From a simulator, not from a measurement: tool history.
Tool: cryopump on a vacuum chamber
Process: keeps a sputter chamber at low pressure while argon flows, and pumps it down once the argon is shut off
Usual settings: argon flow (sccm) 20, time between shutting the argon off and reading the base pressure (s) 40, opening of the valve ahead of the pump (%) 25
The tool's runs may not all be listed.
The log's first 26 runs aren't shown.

| run | hour | argon flow (sccm) | time between shutting the argon off and reading the base pressure (s) | opening of the valve ahead of the pump (%) | pressure while argon flows (Pa) | pressure after the wait (uPa) |
|---|---|---|---|---|---|---|
| 27 | 743.3 | 21 | 176 | 30 | 0.0780 | 0.99 |
| 28 | 762.4 | 12 | 20 | 26 | 0.0508 | 3.50 |
| 29 | 788.6 | 20 | 40 | 31 | 0.0721 | 2.19 |
| 30 | 819.1 | 10 | 40 | 31 | 0.0363 | 2.15 |
| 31 | 848.6 | 10 | 40 | 33 | 0.0337 | 2.09 |
| 32 | 872.9 | 21 | 80 | 17 | 0.1359 | 1.38 |
| 33 | 910.5 | 20 | 113 | 25 | 0.0883 | 1.23 |
| 34 | 933.4 | 10 | 79 | 27 | 0.0413 | 1.49 |

Forecast each of these 5 alternatives for the next run:
| A | 951.2 | 10 | 25 | 49 | ? | ? |
| B | 951.2 | 10 | 63 | 22 | ? | ? |
| C | 951.2 | 25 | 62 | 17 | ? | ? |
| D | 951.2 | 20 | 263 | 27 | ? | ? |
| E | 951.2 | 10 | 79 | 50 | ? | ? |

| run | pressure while argon flows (Pa) | pressure after the wait (uPa) |
|---|---|---|
| A | 0.0235 | 3.04 |
| B | 0.0502 | 1.72 |
| C | 0.1610 | 1.64 |
| D | 0.0828 | 0.96 |
| E | 0.0223 | 1.47 |
Without the tool's hidden state the same runs would have given:
| run | pressure while argon flows (Pa) | pressure after the wait (uPa) |
|---|---|---|
| A | 0.0224 | 2.47 |
| B | 0.0491 | 1.15 |
| C | 0.1582 | 1.09 |
| D | 0.0805 | 0.40 |
| E | 0.0212 | 0.89 |

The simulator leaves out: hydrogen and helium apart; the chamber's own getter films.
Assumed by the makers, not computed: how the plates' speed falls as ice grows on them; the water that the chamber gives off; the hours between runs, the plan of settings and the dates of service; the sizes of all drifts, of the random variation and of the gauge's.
